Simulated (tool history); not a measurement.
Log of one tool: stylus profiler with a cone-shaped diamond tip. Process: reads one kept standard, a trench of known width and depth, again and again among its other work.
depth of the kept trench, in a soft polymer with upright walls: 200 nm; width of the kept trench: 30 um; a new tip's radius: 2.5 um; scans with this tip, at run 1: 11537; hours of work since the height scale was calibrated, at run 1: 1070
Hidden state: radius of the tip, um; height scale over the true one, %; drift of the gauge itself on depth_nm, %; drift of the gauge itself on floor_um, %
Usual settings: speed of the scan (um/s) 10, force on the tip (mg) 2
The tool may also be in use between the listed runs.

run    hour  speed of the scan (um/s)  force on the tip (mg)  scans with this tip  hours of work since the height scale was calibrated  depth of the trench (angstrom)  width of the trench's floor (µm)
  1       0                        10                      2                11537                                                 1070                            2025                             27.27
  2    28.4                        10                      2                11733                                                 1088                          2024.9                             27.26
  3    75.7                        10                      2                12058                                                 1119                            2024                             27.22
  4   117.8                        10                      2                12347                                                 1145                            2025                             27.26
  5     145                        10                      2                12534                                                 1163                          2024.8                             27.25
      157.8  -- new tip fitted, height scale calibrated
  6   198.1                         6                      2                  277                                                   26                          2026.5                             28.04
  7   238.7                         6                      2                  555                                                   52                          2028.7                                28
  8   277.6                         6                      2                  823                                                   76                          2025.9                             27.98
  9   302.5                        10                      2                  994                                                   92                          2026.5                             27.99
 10   356.8                        10                      2                 1368                                                  127                          2027.2                             27.96
 11   412.8                        32                      2                 1752                                                  163                          2026.4                             27.85
 12   446.5                        10                   2.74                 1984                                                  184                          2033.4                             27.91
 13   481.8                        10                   2.74                 2227                                                  207                          2033.4                             27.83
 14   510.4                        10                   2.74                 2424                                                  225                          2033.3                             27.83
 15     539                        10                   2.74                 2620                                                  243                            2033                             27.85
 16   592.2                        10                   2.74                 2986                                                  277                          2032.6                             27.84
 17   626.4                        10                   2.74                 3221                                                  299                            2033                             27.85
 18     670                        24                   2.74                 3521                                                  327                          2032.3                             27.75
 19   697.8                        31                   1.65                 3712                                                  344                          2023.1                              27.7
 20   733.1                        31                   1.65                 3955                                                  367                          2022.4                             27.63
 21   791.5                        10                    3.6                 4357                                                  404                          2039.4                             27.73
 22   846.1                         6                   5.39                 4732                                                  439                          2051.2                              27.7
 23   905.2                        26                   2.06                 5138                                                  477                          2026.9                             27.64
 24   938.1                        26                   2.06                 5364                                                  498                          2025.5                             27.68
 25     981                        26                   2.06                 5659                                                  525                          2026.9                             27.59
 26  1026.4                         4                   2.35                 5971                                                  554                          2027.7                             27.63
 27  1068.6                        10                   1.35                 6262                                                  581                            2019                             27.65
 28    1113                        10                   1.35                 6567                                                  609                          2018.7                             27.65
 29  1150.3                        24                   1.59                 6823                                                  633                          2022.7                             27.47
 30  1191.8                         2                   3.14                 7108                                                  659                          2035.1                             27.55
 31  1251.1                         4                   4.08                 7516                                                  697                          2041.7                             27.54
 32  1279.2                         5                   1.72                 7710                                                  715                          2021.5                              27.5
 33  1313.3                         5                    0.7                 7944                                                  737                            2012                             27.57
 34  1372.7                        28                    0.7                 8352                                                  775                          2011.4                             27.35
 35  1413.2                        18                   0.73                 8630                                                  801                          2012.2                             27.38

5 ways to go on from here, each from the tool as it stands after run 35. What would each give?
  A  1454.1                        22                   3.59                 8912                                                  827                               ?                                 ?
  B  1454.1                        10                   3.26                 8912                                                  827                               ?                                 ?
  C  1454.1                         7                      2                 8912                                                  827                               ?                                 ?
  D  1454.1                        25                   2.63                 8912                                                  827                               ?                                 ?
  E  1454.1                        25                   5.35                 8912                                                  827                               ?                                 ?

run  depth of the trench (angstrom)  width of the trench's floor (µm)
  A                          2038.8                             27.39
  B                          2036.4                             27.46
  C                          2024.7                             27.45
  D                          2031.2                             27.37
  E                          2050.2                              27.4
Without the tool's hidden state the same runs would have given:
run  depth of the trench (angstrom)  width of the trench's floor (µm)
  A                          2040.8                             27.95
  B                          2038.4                             28.01
  C                          2026.7                                28
  D                          2033.2                             27.92
  E                          2052.2                             27.95

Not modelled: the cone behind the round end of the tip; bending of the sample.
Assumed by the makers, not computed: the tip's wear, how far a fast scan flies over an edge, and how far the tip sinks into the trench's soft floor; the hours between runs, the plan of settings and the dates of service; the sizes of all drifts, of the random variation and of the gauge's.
